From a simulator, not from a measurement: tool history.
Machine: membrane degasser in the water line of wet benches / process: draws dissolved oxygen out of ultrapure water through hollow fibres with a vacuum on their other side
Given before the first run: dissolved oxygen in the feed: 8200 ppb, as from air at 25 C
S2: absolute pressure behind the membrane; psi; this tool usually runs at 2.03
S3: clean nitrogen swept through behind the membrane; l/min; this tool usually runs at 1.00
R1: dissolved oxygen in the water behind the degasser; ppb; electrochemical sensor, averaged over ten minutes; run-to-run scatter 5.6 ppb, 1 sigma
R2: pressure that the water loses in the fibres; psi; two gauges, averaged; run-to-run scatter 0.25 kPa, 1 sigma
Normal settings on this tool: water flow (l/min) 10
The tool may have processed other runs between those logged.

{"run": 1, "hour": 0.0, "water flow (l/min)": 10, "S2": 2.03, "S3": 1.0, "R1": 595.6, "R2": 9.593}
{"run": 2, "hour": 93.3, "water flow (l/min)": 10, "S2": 2.03, "S3": 1.0, "R1": 581.6, "R2": 9.532}
{"run": 3, "hour": 204.6, "water flow (l/min)": 10, "S2": 2.03, "S3": 1.0, "R1": 585.3, "R2": 9.586}
{"run": 4, "hour": 296.9, "water flow (l/min)": 13, "S2": 2.03, "S3": 1.0, "R1": 916.5, "R2": 12.446}
{"run": 5, "hour": 406.7, "water flow (l/min)": 10, "S2": 2.86, "S3": 1.0, "R1": 715.9, "R2": 9.561}
{"run": 6, "hour": 517.4, "water flow (l/min)": 10, "S2": 2.86, "S3": 1.0, "R1": 715.9, "R2": 9.565}
{"run": 7, "hour": 690.1, "water flow (l/min)": 10, "S2": 2.86, "S3": 0.45, "R1": 1082.3, "R2": 9.567}
{"run": 8, "hour": 857.9, "water flow (l/min)": 8, "S2": 2.03, "S3": 1.0, "R1": 399.6, "R2": 7.67}
{"run": 9, "hour": 946.8, "water flow (l/min)": 10, "S2": 2.03, "S3": 1.0, "R1": 598.7, "R2": 9.584}
{"run": 10, "hour": 1097.8, "water flow (l/min)": 10, "S2": 2.03, "S3": 1.0, "R1": 596.1, "R2": 9.501}
{"run": 11, "hour": 1186.4, "water flow (l/min)": 10, "S2": 2.03, "S3": 0.42, "R1": 860.3, "R2": 9.572}
{"run": 12, "hour": 1295.4, "water flow (l/min)": 10, "S2": 2.03, "S3": 0.42, "R1": 877.0, "R2": 9.606}
{"run": 13, "hour": 1365.2, "water flow (l/min)": 6, "S2": 2.03, "S3": 0.42, "R1": 437.4, "R2": 5.729}
{"run": 14, "hour": 1531.1, "water flow (l/min)": 6, "S2": 2.03, "S3": 0.42, "R1": 442.3, "R2": 5.774}
{"run": 15, "hour": 1676.1, "water flow (l/min)": 10, "S2": 2.03, "S3": 1.0, "R1": 606.2, "R2": 9.62}
{"run": 16, "hour": 1790.5, "water flow (l/min)": 10, "S2": 1.64, "S3": 1.0, "R1": 539.2, "R2": 9.567}
{"run": 17, "hour": 1954.8, "water flow (l/min)": 7, "S2": 1.51, "S3": 1.0, "R1": 252.3, "R2": 6.754}
{"run": 18, "hour": 2039.3, "water flow (l/min)": 8, "S2": 1.86, "S3": 1.68, "R1": 299.5, "R2": 7.723}
{"hour": 2054.7, "done": "vacuum gauge calibrated"}
{"run": 19, "hour": 2161.9, "water flow (l/min)": 6, "S2": 2.03, "S3": 0.54, "R1": 377.7, "R2": 5.755}
{"run": 20, "hour": 2324.2, "water flow (l/min)": 6, "S2": 2.03, "S3": 0.54, "R1": 373.5, "R2": 5.77}
{"hour": 2344.5, "done": "vacuum gauge calibrated, once more"}
{"run": 21, "hour": 2446.1, "water flow (l/min)": 15, "S2": 2.03, "S3": 1.0, "R1": 1165.7, "R2": 14.398}
{"run": 22, "hour": 2523.8, "water flow (l/min)": 9, "S2": 3.26, "S3": 0.51, "R1": 972.3, "R2": 8.702}
{"run": 23, "hour": 2636.6, "water flow (l/min)": 7, "S2": 1.51, "S3": 0.98, "R1": 254.7, "R2": 6.749}
{"hour": 2662.4, "done": "seals of the vacuum lines changed"}
{"run": 24, "hour": 2785.8, "water flow (l/min)": 7, "S2": 3.19, "S3": 0.46, "R1": 716.2, "R2": 6.737}
{"run": 25, "hour": 2883.6, "water flow (l/min)": 9, "S2": 2.03, "S3": 1.0, "R1": 472.9, "R2": 8.662}
{"run": 26, "hour": 3054.3, "water flow (l/min)": 7, "S2": 2.03, "S3": 0.92, "R1": 311.6, "R2": 6.744}
{"run": 27, "hour": 3155.9, "water flow (l/min)": 7, "S2": 2.03, "S3": 0.92, "R1": 306.1, "R2": 6.762}
{"run": 28, "hour": 3264.3, "water flow (l/min)": 8, "S2": 3.89, "S3": 1.0, "R1": 601.9, "R2": 7.732}
{"run": 29, "hour": 3421.3, "water flow (l/min)": 8, "S2": 3.89, "S3": 0.49, "R1": 965.2, "R2": 7.791}
{"run": 30, "hour": 3496.0, "water flow (l/min)": 8, "S2": 2.03, "S3": 1.56, "R1": 313.3, "R2": 7.744}
{"run": 31, "hour": 3595.9, "water flow (l/min)": 8, "S2": 2.03, "S3": 1.56, "R1": 315.8, "R2": 7.696}

For each run, the measured value with the value that run would have given without the tool's hidden condition subtracted. The run-to-run variation is shared by both, the gauge scatter possibly not:
Hidden state at play: membrane still open, %; true pressure behind the membrane over the reading, kPa; air that leaks in behind the membrane, l/min; drift of the gauge itself on oxygen_ppb, %; drift of the gauge itself on loss_of_pressure_kpa, %.
run=1 R1=+28.1 R2=+0.097
run=2 R1=+28.1 R2=+0.100
run=3 R1=+29.0 R2=+0.106
run=4 R1=+32.9 R2=+0.141
run=5 R1=+39.1 R2=+0.113
run=6 R1=+39.8 R2=+0.117
run=7 R1=+48.6 R2=+0.125
run=8 R1=+30.0 R2=+0.104
run=9 R1=+34.0 R2=+0.135
run=10 R1=+34.7 R2=+0.139
run=11 R1=+39.6 R2=+0.144
run=12 R1=+41.1 R2=+0.149
run=13 R1=+42.5 R2=+0.091
run=14 R1=+43.6 R2=+0.096
run=15 R1=+38.9 R2=+0.165
run=16 R1=+34.6 R2=+0.170
run=17 R1=+25.3 R2=+0.123
run=18 R1=+26.4 R2=+0.145
run=19 R1=+43.9 R2=+0.112
run=20 R1=+43.9 R2=+0.115
run=21 R1=+51.7 R2=+0.293
run=22 R1=+64.3 R2=+0.180
run=23 R1=+25.9 R2=+0.142
run=24 R1=+9.5 R2=+0.148
run=25 R1=+18.8 R2=+0.193
run=26 R1=+11.5 R2=+0.155
run=27 R1=+11.7 R2=+0.158
run=28 R1=+17.2 R2=+0.184
run=29 R1=+18.3 R2=+0.190
run=30 R1=+17.5 R2=+0.191
run=31 R1=+18.0 R2=+0.194

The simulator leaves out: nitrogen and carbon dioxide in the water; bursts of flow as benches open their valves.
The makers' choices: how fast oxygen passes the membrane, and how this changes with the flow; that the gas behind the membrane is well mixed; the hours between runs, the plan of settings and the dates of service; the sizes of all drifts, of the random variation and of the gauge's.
